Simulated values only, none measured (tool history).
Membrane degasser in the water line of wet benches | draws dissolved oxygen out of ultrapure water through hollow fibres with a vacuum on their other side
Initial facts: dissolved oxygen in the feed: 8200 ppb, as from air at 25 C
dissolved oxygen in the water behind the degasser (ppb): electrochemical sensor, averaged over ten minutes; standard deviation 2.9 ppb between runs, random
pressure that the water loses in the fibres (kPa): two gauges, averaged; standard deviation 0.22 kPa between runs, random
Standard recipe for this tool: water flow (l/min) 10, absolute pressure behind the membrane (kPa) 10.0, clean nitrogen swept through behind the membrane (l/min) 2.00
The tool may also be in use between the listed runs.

run    hour  water flow (l/min)  absolute pressure behind the membrane (kPa)  clean nitrogen swept through behind the membrane (l/min)  dissolved oxygen in the water behind the degasser (ppb)  pressure that the water loses in the fibres (kPa)
  1     0.0                  10                                         10.0                                                      2.00                                                    278.2                                              52.10
  2   111.4                  10                                         10.0                                                      2.00                                                    282.2                                              52.15
  3   276.1                  10                                         10.0                                                      2.00                                                    284.6                                              52.27
  4   523.7                   8                                         10.0                                                      2.00                                                    171.0                                              41.18
  5   664.8                   8                                         10.0                                                      2.00                                                    171.7                                              41.35
  6   915.2                  10                                         10.0                                                      2.00                                                    280.5                                              52.12
  7  1158.0                  10                                         10.0                                                      2.00                                                    284.2                                              52.29
  8  1355.4                  10                                         10.0                                                      1.76                                                    292.3                                              52.00
  9  1555.2                  10                                         24.6                                                      2.00                                                    441.2                                              51.81
 10  1750.6                  10                                         24.6                                                      2.00                                                    443.4                                              51.68
 11  1913.1                  10                                         24.6                                                      2.00                                                    448.1                                              52.00
 12  2040.9                  10                                         24.6                                                      2.00                                                    443.5                                              52.05
     2116.7  -- seals of the vacuum lines changed
 13  2243.5                  10                                         24.6                                                      1.14                                                    618.5                                              51.71
 14  2353.6                  10                                         10.0                                                      2.00                                                    284.3                                              51.69
 15  2523.0                  10                                         10.0                                                      2.00                                                    283.9                                              51.61

For run 16, what comes out?
 16  2738.3                  10                                         10.0                                                      2.00                                                        ?                                                  ?

dissolved oxygen in the water behind the degasser (ppb): 282.3
pressure that the water loses in the fibres (kPa): 51.75
Had the tool carried no hidden state, the very same run would have given dissolved oxygen in the water behind the degasser (ppb) 282.2, pressure that the water loses in the fibres (kPa) 52.26.
